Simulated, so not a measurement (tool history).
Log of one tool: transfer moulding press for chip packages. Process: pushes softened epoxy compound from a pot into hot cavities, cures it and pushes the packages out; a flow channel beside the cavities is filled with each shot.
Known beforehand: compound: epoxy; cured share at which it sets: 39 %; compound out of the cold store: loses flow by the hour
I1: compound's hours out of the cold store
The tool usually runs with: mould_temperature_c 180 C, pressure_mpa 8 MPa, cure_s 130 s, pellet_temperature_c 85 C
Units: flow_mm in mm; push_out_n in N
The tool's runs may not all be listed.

Run 1, hour 0: usual settings; I1 32.6. Result: flow_mm 817 mm, push_out_n 320 N.
Run 2, hour 40.2: usual settings but mould_temperature_c 174 C; I1 33.9. Result: flow_mm 844 mm, push_out_n 435 N.
Run 3, hour 107.6: usual settings; I1 20.8. Result: flow_mm 865 mm, push_out_n 328 N.
At hour 142.9: cavities cleaned with cleaning compound and waxed.
Run 4, hour 171.3: usual settings; I1 35.8. Result: flow_mm 806 mm, push_out_n 314 N.
Run 5, hour 223.7: usual settings; I1 23.9. Result: flow_mm 847 mm, push_out_n 308 N.
Run 6, hour 255.1: usual settings; I1 8.4. Result: flow_mm 901 mm, push_out_n 337 N.
At hour 284.9: cavities cleaned with cleaning compound and waxed.
Run 7, hour 320.4: usual settings but mould_temperature_c 174 C, cure_s 161 s, pellet_temperature_c 80 C; I1 14. Result: flow_mm 913 mm, push_out_n 328 N.
Run 8, hour 364.5: usual settings but pressure_mpa 8.33 MPa, pellet_temperature_c 82 C; I1 25.7. Result: flow_mm 866 mm, push_out_n 325 N.
At hour 426.8: cavities cleaned with cleaning compound and waxed.
Run 9, hour 426.8: usual settings but pressure_mpa 8.33 MPa, pellet_temperature_c 82 C; I1 24.6. Result: flow_mm 867 mm, push_out_n 308 N.
At hour 447.9: plunger's sealing rings changed.
Run 10, hour 489.6: usual settings but mould_temperature_c 176 C, pressure_mpa 8.33 MPa, pellet_temperature_c 82 C; I1 37.2. Result: flow_mm 837 mm, push_out_n 383 N.
Run 11, hour 523.6: usual settings but mould_temperature_c 176 C, pressure_mpa 8.33 MPa, pellet_temperature_c 82 C; I1 11.2. Result: flow_mm 930 mm, push_out_n 404 N.
At hour 576: cavities cleaned with cleaning compound and waxed.
Run 12, hour 583.4: usual settings but mould_temperature_c 174 C, pressure_mpa 6.68 MPa, cure_s 115 s, pellet_temperature_c 82 C; I1 38.2. Result: flow_mm 758 mm, push_out_n 540 N.

What if the next run were any one of these 4? Each begins from the tool's condition after run 12:
Run A, hour 616.5: usual settings but mould_temperature_c 185 C, pressure_mpa 7.96 MPa, cure_s 115 s, pellet_temperature_c 82 C; I1 10.1. Result: flow_mm ?, push_out_n ?.
Run B, hour 616.5: usual settings but cure_s 119 s, pellet_temperature_c 79 C; I1 18.8. Result: flow_mm ?, push_out_n ?.
Run C, hour 616.5: usual settings but pressure_mpa 6 MPa, cure_s 123 s; I1 31.8. Result: flow_mm ?, push_out_n ?.
Run D, hour 616.5: usual settings but mould_temperature_c 173 C, pressure_mpa 8.87 MPa, cure_s 115 s, pellet_temperature_c 93 C; I1 13.6. Result: flow_mm ?, push_out_n ?.

run  flow_mm  push_out_n
  A      879         298
  B      875         352
  C      716         320
  D      972         626
Without the tool's unlogged condition, the same runs would have read:
run  flow_mm  push_out_n
  A      879         296
  B      875         349
  C      716         318
  D      972         621

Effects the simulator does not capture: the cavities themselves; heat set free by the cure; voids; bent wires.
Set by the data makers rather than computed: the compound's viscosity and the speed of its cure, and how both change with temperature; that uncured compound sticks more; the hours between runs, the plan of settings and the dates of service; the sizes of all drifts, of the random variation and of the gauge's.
